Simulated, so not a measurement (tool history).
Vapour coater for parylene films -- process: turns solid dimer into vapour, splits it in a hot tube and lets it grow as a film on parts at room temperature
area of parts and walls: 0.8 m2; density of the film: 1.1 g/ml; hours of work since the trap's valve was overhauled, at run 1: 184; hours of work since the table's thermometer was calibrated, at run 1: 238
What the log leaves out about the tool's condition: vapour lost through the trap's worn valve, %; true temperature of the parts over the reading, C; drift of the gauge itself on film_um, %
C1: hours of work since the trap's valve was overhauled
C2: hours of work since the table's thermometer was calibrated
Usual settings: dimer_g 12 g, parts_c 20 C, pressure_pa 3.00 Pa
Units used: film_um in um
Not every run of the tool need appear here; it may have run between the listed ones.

{"run": 1, "hour": 0.0, "dimer_g": 12, "parts_c": 20, "pressure_pa": 3.0, "C1": 184, "C2": 238, "film_um": 9.04}
{"run": 2, "hour": 16.9, "dimer_g": 12, "parts_c": 20, "pressure_pa": 3.0, "C1": 196, "C2": 250, "film_um": 8.94}
{"run": 3, "hour": 33.7, "dimer_g": 6, "parts_c": 20, "pressure_pa": 3.0, "C1": 208, "C2": 262, "film_um": 4.46}
{"run": 4, "hour": 55.4, "dimer_g": 12, "parts_c": 20, "pressure_pa": 3.0, "C1": 223, "C2": 277, "film_um": 8.94}
{"run": 5, "hour": 73.9, "dimer_g": 5, "parts_c": 20, "pressure_pa": 3.0, "C1": 236, "C2": 290, "film_um": 3.64}
{"run": 6, "hour": 89.2, "dimer_g": 5, "parts_c": 20, "pressure_pa": 3.0, "C1": 247, "C2": 300, "film_um": 3.67}
{"run": 7, "hour": 106.1, "dimer_g": 5, "parts_c": 16, "pressure_pa": 3.0, "C1": 258, "C2": 312, "film_um": 4.28}
{"run": 8, "hour": 122.1, "dimer_g": 12, "parts_c": 14, "pressure_pa": 10.86, "C1": 270, "C2": 323, "film_um": 8.06}
{"run": 9, "hour": 138.3, "dimer_g": 6, "parts_c": 20, "pressure_pa": 9.56, "C1": 281, "C2": 335, "film_um": 3.27}
{"run": 10, "hour": 148.9, "dimer_g": 6, "parts_c": 20, "pressure_pa": 9.56, "C1": 288, "C2": 342, "film_um": 3.25}
{"run": 11, "hour": 160.9, "dimer_g": 6, "parts_c": 20, "pressure_pa": 9.56, "C1": 297, "C2": 351, "film_um": 3.33}
{"run": 12, "hour": 180.4, "dimer_g": 10, "parts_c": 21, "pressure_pa": 2.79, "C1": 310, "C2": 364, "film_um": 7.26}

Consider 3 possible next runs. They are alternatives, not a sequence: every one starts from the tool as it was left by run 12. What does each give?
{"run": "A", "hour": 194.2, "dimer_g": 10, "parts_c": 27, "pressure_pa": 2.79, "C1": 320, "C2": 374, "film_um": "?"}
{"run": "B", "hour": 194.2, "dimer_g": 7, "parts_c": 20, "pressure_pa": 3.0, "C1": 320, "C2": 374, "film_um": "?"}
{"run": "C", "hour": 194.2, "dimer_g": 10, "parts_c": 23, "pressure_pa": 2.99, "C1": 320, "C2": 374, "film_um": "?"}

run=A film_um=5.70
run=B film_um=5.10
run=C film_um=6.60
With the hidden condition removed and each run's random variation left untouched, the same runs would have given:
run=A film_um=6.20
run=B film_um=5.54
run=C film_um=7.18

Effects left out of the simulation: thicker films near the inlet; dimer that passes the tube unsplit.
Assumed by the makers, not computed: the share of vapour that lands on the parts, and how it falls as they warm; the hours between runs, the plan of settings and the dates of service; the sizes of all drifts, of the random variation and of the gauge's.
